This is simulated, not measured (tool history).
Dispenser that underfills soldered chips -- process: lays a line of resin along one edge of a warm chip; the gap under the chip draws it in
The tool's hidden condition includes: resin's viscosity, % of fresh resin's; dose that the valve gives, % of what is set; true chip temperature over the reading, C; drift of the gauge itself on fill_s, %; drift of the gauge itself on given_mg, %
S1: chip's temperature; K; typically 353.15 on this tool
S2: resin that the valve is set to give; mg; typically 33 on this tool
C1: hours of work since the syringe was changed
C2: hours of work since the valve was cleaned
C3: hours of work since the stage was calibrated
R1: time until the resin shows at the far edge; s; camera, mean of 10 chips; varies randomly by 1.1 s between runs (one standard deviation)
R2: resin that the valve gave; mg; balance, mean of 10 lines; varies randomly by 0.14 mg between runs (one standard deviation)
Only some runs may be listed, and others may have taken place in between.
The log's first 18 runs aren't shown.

Run 19, hour 66.2: usual settings but S1 347.15 K, S2 33.1 mg; C1 5; C2 72; C3 183. Result: R1 177.9 s, R2 31.24 mg.
Run 20, hour 69.4: usual settings but S1 344.15 K, S2 38.5 mg; C1 8; C2 75; C3 186. Result: R1 231.9 s, R2 36.17 mg.
Run 21, hour 71.6: usual settings but S1 366.15 K, S2 38.5 mg; C1 9; C2 76; C3 188. Result: R1 102.1 s, R2 36.3 mg.
At hour 72.8: new syringe of resin.
Run 22, hour 74.4: usual settings but S1 364.15 K, S2 32.8 mg; C1 1; C2 78; C3 190. Result: R1 69.2 s, R2 30.9 mg.
Run 23, hour 79.1: usual settings but S1 364.15 K, S2 28.6 mg; C1 5; C2 82; C3 193. Result: R1 90.3 s, R2 27.1 mg.
Run 24, hour 81.3: usual settings but S1 364.15 K, S2 28.6 mg; C1 7; C2 84; C3 195. Result: R1 101.5 s, R2 26.72 mg.
Run 25, hour 85.1: usual settings but S1 364.15 K, S2 28.6 mg; C1 10; C2 87; C3 198. Result: R1 123.1 s, R2 26.51 mg.
At hour 85.9: new syringe of resin.
Run 26, hour 89.7: usual settings but S1 346.15 K, S2 28.3 mg; C1 3; C2 90; C3 201. Result: R1 173.8 s, R2 26.38 mg.
Run 27, hour 94.1: usual settings but S1 342.15 K, S2 36.5 mg; C1 7; C2 94; C3 205. Result: R1 242.4 s, R2 33.74 mg.
Run 28, hour 98.1: usual settings but S1 363.15 K, S2 32.1 mg; C1 10; C2 97; C3 208. Result: R1 121.2 s, R2 29.78 mg.
At hour 98.8: new syringe of resin.
Run 29, hour 102.1: usual settings but S1 346.15 K, S2 38.5 mg; C1 3; C2 100; C3 211. Result: R1 156 s, R2 35.43 mg.
Run 30, hour 106.9: usual settings but S1 347.15 K, S2 31.1 mg; C1 6; C2 104; C3 215. Result: R1 201.6 s, R2 28.43 mg.

For run 31, what comes out?
At hour 111.6: new syringe of resin.
Run 31, hour 111.9: usual settings but S1 352.15 K; C1 0; C2 107; C3 219. Result: R1 ?, R2 ?.

R1: 110.5 s
R2: 30.3 mg
With no hidden state in the tool, this same run would have given R1 109.9 s, R2 33 mg.
